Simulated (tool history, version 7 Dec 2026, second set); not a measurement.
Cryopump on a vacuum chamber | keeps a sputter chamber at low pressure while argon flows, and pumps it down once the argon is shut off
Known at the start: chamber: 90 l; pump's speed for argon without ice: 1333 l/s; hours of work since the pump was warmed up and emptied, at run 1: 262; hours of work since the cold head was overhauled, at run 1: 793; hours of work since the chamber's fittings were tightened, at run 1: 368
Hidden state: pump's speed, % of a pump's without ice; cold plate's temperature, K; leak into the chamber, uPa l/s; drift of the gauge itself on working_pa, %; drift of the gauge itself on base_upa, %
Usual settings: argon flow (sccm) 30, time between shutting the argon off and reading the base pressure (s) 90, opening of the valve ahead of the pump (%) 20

| run | hour | argon flow (sccm) | time between shutting the argon off and reading the base pressure (s) | opening of the valve ahead of the pump (%) | hours of work since the pump was warmed up and emptied | hours of work since the cold head was overhauled | hours of work since the chamber's fittings were tightened | pressure while argon flows (Pa) | pressure after the wait (uPa) |
|---|---|---|---|---|---|---|---|---|---|
| 1 | 0.0 | 30 | 90 | 20 | 262 | 793 | 368 | 0.1995 | 1.61 |
| 2 | 28.7 | 47 | 90 | 20 | 287 | 817 | 392 | 0.3128 | 1.62 |
| 3 | 48.4 | 47 | 90 | 20 | 304 | 834 | 409 | 0.3118 | 1.60 |
| 4 | 80.3 | 43 | 90 | 20 | 331 | 861 | 437 | 0.2902 | 1.65 |
| 5 | 106.7 | 30 | 37 | 20 | 354 | 884 | 459 | 0.2035 | 3.29 |
| 6 | 127.3 | 30 | 37 | 20 | 371 | 902 | 477 | 0.2058 | 3.41 |
| 7 | 150.3 | 30 | 90 | 20 | 391 | 921 | 497 | 0.2068 | 1.72 |
| 8 | 169.0 | 30 | 90 | 18 | 407 | 937 | 513 | 0.2285 | 1.63 |
| 9 | 186.7 | 30 | 90 | 18 | 422 | 953 | 528 | 0.2294 | 1.66 |
| 10 | 227.2 | 30 | 90 | 18 | 457 | 987 | 563 | 0.2305 | 1.76 |
|  | 250.9 | pump warmed up, emptied and cooled again |
| 11 | 252.2 | 30 | 90 | 18 | 1 | 1004 | 580 | 0.2107 | 1.59 |
| 12 | 274.3 | 37 | 50 | 39 | 20 | 1023 | 599 | 0.1226 | 2.54 |
| 13 | 304.2 | 30 | 81 | 15 | 46 | 1049 | 624 | 0.2551 | 1.72 |
| 14 | 336.0 | 30 | 81 | 15 | 73 | 1076 | 652 | 0.2577 | 1.74 |
| 15 | 368.1 | 30 | 90 | 54 | 100 | 1104 | 679 | 0.0740 | 1.62 |
| 16 | 386.8 | 24 | 26 | 44 | 116 | 1120 | 695 | 0.0723 | 4.41 |
| 17 | 418.0 | 30 | 254 | 20 | 143 | 1147 | 722 | 0.1959 | 0.85 |
| 18 | 451.9 | 30 | 88 | 44 | 172 | 1176 | 751 | 0.0933 | 1.68 |

Run 19 comes next. What will it give?
| 19 | 493.8 | 20 | 22 | 38 | 208 | 1212 | 787 | ? | ? |

pressure while argon flows (Pa): 0.0714
pressure after the wait (uPa): 5.42
Without the tool's hidden state the same run would have given pressure while argon flows (Pa) 0.0661, pressure after the wait (uPa) 5.09.
